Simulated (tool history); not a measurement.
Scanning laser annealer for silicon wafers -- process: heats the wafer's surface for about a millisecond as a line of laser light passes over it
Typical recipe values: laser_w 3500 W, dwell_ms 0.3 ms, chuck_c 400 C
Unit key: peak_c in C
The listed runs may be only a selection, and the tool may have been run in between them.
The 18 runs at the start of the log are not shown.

| run | hour | laser_w | dwell_ms | chuck_c | peak_c |
|---|---|---|---|---|---|
| 19 | 539 | 3500 | 0.3 | 400 | 1185 |
| 20 | 576.3 | 3337 | 0.3 | 400 | 1133 |
| 21 | 608.7 | 3337 | 0.3 | 400 | 1138 |
| 22 | 647.1 | 3099 | 0.301 | 400 | 1070 |
| 23 | 676.7 | 3195 | 0.28 | 408 | 1070 |
| 24 | 702.9 | 3456 | 0.256 | 423 | 1119 |
|  | 713.4 | window over the wafer cleaned |
| 25 | 732 | 3456 | 0.256 | 423 | 1137 |
| 26 | 764.6 | 3636 | 0.279 | 436 | 1239 |
| 27 | 798.4 | 3636 | 0.36 | 423 | 1351 |
| 28 | 827.9 | 3636 | 0.36 | 423 | 1347 |
|  | 843.2 | optics aligned, line set to its width |
| 29 | 868.6 | 3195 | 0.316 | 435 | 1174 |
| 30 | 905.1 | 3195 | 0.316 | 435 | 1174 |
| 31 | 928.5 | 3195 | 0.316 | 435 | 1169 |
| 32 | 946 | 3195 | 0.316 | 435 | 1170 |
| 33 | 988 | 3064 | 0.249 | 404 | 1010 |
| 34 | 1026.1 | 3064 | 0.249 | 404 | 1009 |

For run 35, what comes out?
| 35 | 1055.9 | 3338 | 0.339 | 370 | ? |

{"run 35": {"peak_c": 1175}}
The same run, on a tool lacking any hidden state, would have yielded peak_c 1186 C.

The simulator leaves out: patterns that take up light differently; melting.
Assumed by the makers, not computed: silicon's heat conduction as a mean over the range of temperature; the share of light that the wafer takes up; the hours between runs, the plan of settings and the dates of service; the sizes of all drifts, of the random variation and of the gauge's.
